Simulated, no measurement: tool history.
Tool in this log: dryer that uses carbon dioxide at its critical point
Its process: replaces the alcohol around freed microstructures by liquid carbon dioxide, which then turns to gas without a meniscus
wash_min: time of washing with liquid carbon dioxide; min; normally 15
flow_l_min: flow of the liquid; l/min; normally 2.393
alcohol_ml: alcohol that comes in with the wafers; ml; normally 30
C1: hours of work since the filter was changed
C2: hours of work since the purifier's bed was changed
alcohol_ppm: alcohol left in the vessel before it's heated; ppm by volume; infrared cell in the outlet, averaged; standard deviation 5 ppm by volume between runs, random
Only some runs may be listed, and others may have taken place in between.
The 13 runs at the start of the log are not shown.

Run 14, hour 126.4: usual settings but alcohol_ml 55 ml; C1 324; C2 265. Result: alcohol_ppm 45 ppm by volume.
Run 15, hour 134.7: usual settings but alcohol_ml 55 ml; C1 329; C2 270. Result: alcohol_ppm 53 ppm by volume.
Run 16, hour 145.3: usual settings but alcohol_ml 55 ml; C1 335; C2 276. Result: alcohol_ppm 45 ppm by volume.
Run 17, hour 157.6: usual settings but wash_min 13 min, flow_l_min 3.230 l/min, alcohol_ml 60 ml; C1 342; C2 283. Result: alcohol_ppm 43 ppm by volume.
Run 18, hour 167.6: usual settings but wash_min 13 min, flow_l_min 3.230 l/min, alcohol_ml 60 ml; C1 348; C2 288. Result: alcohol_ppm 42 ppm by volume.
Run 19, hour 174.0: usual settings but wash_min 10 min, flow_l_min 3.230 l/min, alcohol_ml 60 ml; C1 351; C2 292. Result: alcohol_ppm 78 ppm by volume.
Run 20, hour 179.5: usual settings but wash_min 22 min, flow_l_min 1.880 l/min; C1 354; C2 295. Result: alcohol_ppm 44 ppm by volume.
Run 21, hour 185.5: usual settings but wash_min 22 min, flow_l_min 1.880 l/min; C1 358; C2 298. Result: alcohol_ppm 47 ppm by volume.
Run 22, hour 195.8: usual settings but wash_min 22 min, flow_l_min 1.880 l/min; C1 364; C2 304. Result: alcohol_ppm 44 ppm by volume.
Run 23, hour 202.6: usual settings but wash_min 22 min, flow_l_min 1.880 l/min; C1 367; C2 308. Result: alcohol_ppm 49 ppm by volume.
Run 24, hour 212.2: usual settings but wash_min 18 min, flow_l_min 2.190 l/min, alcohol_ml 105 ml; C1 373; C2 313. Result: alcohol_ppm 65 ppm by volume.
Run 25, hour 219.7: usual settings but flow_l_min 2.660 l/min; C1 377; C2 318. Result: alcohol_ppm 47 ppm by volume.
Run 26, hour 225.7: usual settings but wash_min 12 min; C1 380; C2 321. Result: alcohol_ppm 76 ppm by volume.
Run 27, hour 233.0: usual settings but wash_min 14 min, alcohol_ml 54 ml; C1 384; C2 325. Result: alcohol_ppm 75 ppm by volume.
Run 28, hour 241.0: usual settings but wash_min 14 min, alcohol_ml 54 ml; C1 389; C2 330. Result: alcohol_ppm 73 ppm by volume.
Run 29, hour 247.5: usual settings but flow_l_min 1.870 l/min; C1 393; C2 333. Result: alcohol_ppm 90 ppm by volume.
Run 30, hour 259.1: usual settings but wash_min 21 min, flow_l_min 1.900 l/min, alcohol_ml 61 ml; C1 399; C2 340. Result: alcohol_ppm 53 ppm by volume.

5 options for the next run, each taken on its own from the tool as it stands now. Forecast them:
Run A, hour 268.1: usual settings but wash_min 12 min, flow_l_min 1.780 l/min, alcohol_ml 51 ml; C1 404; C2 345. Result: alcohol_ppm ?.
Run B, hour 268.1: usual settings but wash_min 24 min, flow_l_min 2.390 l/min, alcohol_ml 22 ml; C1 404; C2 345. Result: alcohol_ppm ?.
Run C, hour 268.1: usual settings but wash_min 11 min, flow_l_min 2.500 l/min, alcohol_ml 24 ml; C1 404; C2 345. Result: alcohol_ppm ?.
Run D, hour 268.1: usual settings but alcohol_ml 89 ml; C1 404; C2 345. Result: alcohol_ppm ?.
Run E, hour 268.1: usual settings but wash_min 14 min, flow_l_min 3.660 l/min; C1 404; C2 345. Result: alcohol_ppm ?.

run  alcohol_ppm
  A          317
  B           50
  C           91
  D           78
  E           45
Without the tool's unlogged condition, the same runs would have read:
run  alcohol_ppm
  A          154
  B            9
  C           30
  D           18
  E            4
